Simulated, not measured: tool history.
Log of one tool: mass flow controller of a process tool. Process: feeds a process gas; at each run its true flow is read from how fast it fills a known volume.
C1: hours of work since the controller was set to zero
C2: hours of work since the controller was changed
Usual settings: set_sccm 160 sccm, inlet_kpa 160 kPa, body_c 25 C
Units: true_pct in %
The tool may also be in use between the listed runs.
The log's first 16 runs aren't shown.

{"run": 17, "hour": 2658.0, "set_sccm": 41, "inlet_kpa": 213, "body_c": 25, "C1": 7506, "C2": 7506, "true_pct": 101}
{"run": 18, "hour": 2766.8, "set_sccm": 160, "inlet_kpa": 239, "body_c": 25, "C1": 7578, "C2": 7578, "true_pct": 100.57}
{"run": 19, "hour": 2998.1, "set_sccm": 160, "inlet_kpa": 239, "body_c": 25, "C1": 7732, "C2": 7732, "true_pct": 100.72}
{"run": 20, "hour": 3122.0, "set_sccm": 160, "inlet_kpa": 160, "body_c": 25, "C1": 7814, "C2": 7814, "true_pct": 101.19}
{"run": 21, "hour": 3257.2, "set_sccm": 160, "inlet_kpa": 160, "body_c": 29, "C1": 7903, "C2": 7903, "true_pct": 101.45}
{"run": 22, "hour": 3395.5, "set_sccm": 160, "inlet_kpa": 160, "body_c": 23, "C1": 7995, "C2": 7995, "true_pct": 100.93}
{"run": 23, "hour": 3613.2, "set_sccm": 160, "inlet_kpa": 160, "body_c": 23, "C1": 8139, "C2": 8139, "true_pct": 100.98}
{"run": 24, "hour": 3753.4, "set_sccm": 73, "inlet_kpa": 159, "body_c": 29, "C1": 8232, "C2": 8232, "true_pct": 101.41}
{"run": 25, "hour": 3938.0, "set_sccm": 160, "inlet_kpa": 169, "body_c": 25, "C1": 8354, "C2": 8354, "true_pct": 101.18}
{"hour": 4041.9, "done": "controller's zero set anew"}
{"run": 26, "hour": 4041.9, "set_sccm": 48, "inlet_kpa": 219, "body_c": 38, "C1": 0, "C2": 8423, "true_pct": 103.09}
{"run": 27, "hour": 4237.6, "set_sccm": 160, "inlet_kpa": 229, "body_c": 22, "C1": 130, "C2": 8552, "true_pct": 100.63}

Forecast run 28:
{"run": 28, "hour": 4448.9, "set_sccm": 160, "inlet_kpa": 253, "body_c": 31, "C1": 270, "C2": 8692, "true_pct": "?"}

true_pct: 101.54 %
Without the tool's hidden state the same run would have given true_pct 99.93 %.

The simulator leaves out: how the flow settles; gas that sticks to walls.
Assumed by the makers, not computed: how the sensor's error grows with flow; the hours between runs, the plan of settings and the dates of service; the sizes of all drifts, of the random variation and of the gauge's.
